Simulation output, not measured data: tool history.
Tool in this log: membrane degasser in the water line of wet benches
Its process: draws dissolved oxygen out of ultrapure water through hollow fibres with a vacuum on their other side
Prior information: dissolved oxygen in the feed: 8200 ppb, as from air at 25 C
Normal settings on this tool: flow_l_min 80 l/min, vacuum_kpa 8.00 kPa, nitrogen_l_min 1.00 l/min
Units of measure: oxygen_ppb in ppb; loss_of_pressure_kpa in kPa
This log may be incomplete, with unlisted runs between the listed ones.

| run | hour | flow_l_min | vacuum_kpa | nitrogen_l_min | oxygen_ppb | loss_of_pressure_kpa |
|---|---|---|---|---|---|---|
| 1 | 0.0 | 80 | 8.00 | 1.00 | 867.8 | 65.70 |
| 2 | 179.7 | 80 | 8.00 | 1.00 | 882.3 | 65.95 |
| 3 | 356.9 | 64 | 8.00 | 1.00 | 696.1 | 53.10 |
|  | 397.9 | membrane cartridge changed |
| 4 | 507.8 | 64 | 8.00 | 1.00 | 699.5 | 52.91 |
| 5 | 736.3 | 80 | 8.00 | 1.00 | 868.5 | 65.92 |
| 6 | 933.9 | 80 | 8.00 | 1.00 | 883.1 | 66.44 |
| 7 | 1075.5 | 80 | 8.00 | 1.00 | 874.8 | 66.36 |
| 8 | 1335.1 | 80 | 8.00 | 1.00 | 863.5 | 66.69 |
| 9 | 1557.4 | 80 | 8.00 | 1.00 | 877.7 | 66.31 |
| 10 | 1722.0 | 80 | 8.00 | 1.00 | 871.8 | 66.59 |
| 11 | 1997.2 | 52 | 13.34 | 1.00 | 1001.6 | 43.65 |
| 12 | 2248.7 | 52 | 13.34 | 1.00 | 1016.9 | 43.17 |
| 13 | 2471.0 | 117 | 13.34 | 2.62 | 1291.5 | 97.46 |

4 ways to go on from here, each from the tool as it stands after run 13. What would each give?
| A | 2720.2 | 50 | 11.67 | 0.67 | ? | ? |
| B | 2720.2 | 78 | 13.34 | 0.46 | ? | ? |
| C | 2720.2 | 80 | 7.34 | 1.94 | ? | ? |
| D | 2720.2 | 103 | 13.34 | 2.04 | ? | ? |

| run | oxygen_ppb | loss_of_pressure_kpa |
|---|---|---|
| A | 1076.5 | 41.57 |
| B | 2016.1 | 65.30 |
| C | 606.7 | 66.55 |
| D | 1248.3 | 85.79 |
Had the tool no hidden state, the same runs would have come out as:
| run | oxygen_ppb | loss_of_pressure_kpa |
|---|---|---|
| A | 1076.0 | 41.18 |
| B | 2015.4 | 64.69 |
| C | 606.1 | 65.92 |
| D | 1247.7 | 84.98 |
